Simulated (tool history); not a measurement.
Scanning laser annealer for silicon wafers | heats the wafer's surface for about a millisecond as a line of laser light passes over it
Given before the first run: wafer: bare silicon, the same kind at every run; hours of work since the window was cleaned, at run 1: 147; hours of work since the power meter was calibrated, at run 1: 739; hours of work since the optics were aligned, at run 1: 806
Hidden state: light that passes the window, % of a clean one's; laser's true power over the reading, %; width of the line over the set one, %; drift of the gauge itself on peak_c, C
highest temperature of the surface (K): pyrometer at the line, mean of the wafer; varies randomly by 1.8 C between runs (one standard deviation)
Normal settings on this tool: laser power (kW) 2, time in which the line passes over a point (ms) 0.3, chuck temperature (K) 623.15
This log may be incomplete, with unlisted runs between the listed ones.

run   hour  laser power (kW)  time in which the line passes over a point (ms)  chuck temperature (K)  hours of work since the window was cleaned  hours of work since the power meter was calibrated  hours of work since the optics were aligned  highest temperature of the surface (K)
  1      0                 2                                              0.3                 623.15                                         147                                                 739                                          806                                 1342.15
  2   26.6                 2                                              0.3                 623.15                                         165                                                 758                                          824                                 1340.15
  3   41.2                 2                                              0.3                 623.15                                         175                                                 768                                          835                                 1340.15
  4   57.7                 2                                              0.3                 623.15                                         187                                                 780                                          846                                 1342.15
  5     76                 2                                              0.3                 623.15                                         200                                                 792                                          859                                 1340.15
  6   94.2                 2                                              0.3                 623.15                                         213                                                 805                                          872                                 1335.15
  7  119.7                 2                                            0.218                 623.15                                         230                                                 823                                          890                                 1227.15
  8  139.9             2.014                                              0.3                 623.15                                         244                                                 837                                          904                                 1343.15
  9  156.2             2.014                                              0.3                 623.15                                         256                                                 849                                          915                                 1343.15
 10    184             2.014                                              0.3                 623.15                                         275                                                 868                                          934                                 1338.15
 11  204.3             2.177                                              0.3                 607.15                                         290                                                 882                                          949                                 1389.15
 12  230.7             2.177                                              0.3                 607.15                                         308                                                 901                                          967                                 1389.15
 13  245.9                 2                                            0.317                 603.15                                         319                                                 911                                          978                                 1333.15
 14  262.9             1.857                                            0.317                 603.15                                         331                                                 923                                          990                                 1278.15
 15  279.7             2.048                                            0.355                 607.15                                         342                                                 935                                         1001                                 1405.15
 16    296                 2                                            0.362                 590.15                                         354                                                 946                                         1013                                 1375.15
 17  321.9                 2                                            0.362                 590.15                                         372                                                 964                                         1031                                 1372.15
 18  339.8             1.912                                            0.362                 626.15                                         384                                                 977                                         1043                                 1372.15
 19  369.2              2.13                                            0.362                 596.15                                         405                                                 998                                         1064                                 1434.15
 20  384.5             1.825                                            0.289                 609.15                                         416                                                1008                                         1075                                 1238.15

The same runs without the tool's hidden state, with the same run-to-run variation:
run  highest temperature of the surface (K)
  1                                 1353.15
  2                                 1351.15
  3                                 1352.15
  4                                 1354.15
  5                                 1353.15
  6                                 1348.15
  7                                 1238.15
  8                                 1357.15
  9                                 1358.15
 10                                 1354.15
 11                                 1407.15
 12                                 1407.15
 13                                 1351.15
 14                                 1295.15
 15                                 1425.15
 16                                 1395.15
 17                                 1394.15
 18                                 1393.15
 19                                 1458.15
 20                                 1257.15

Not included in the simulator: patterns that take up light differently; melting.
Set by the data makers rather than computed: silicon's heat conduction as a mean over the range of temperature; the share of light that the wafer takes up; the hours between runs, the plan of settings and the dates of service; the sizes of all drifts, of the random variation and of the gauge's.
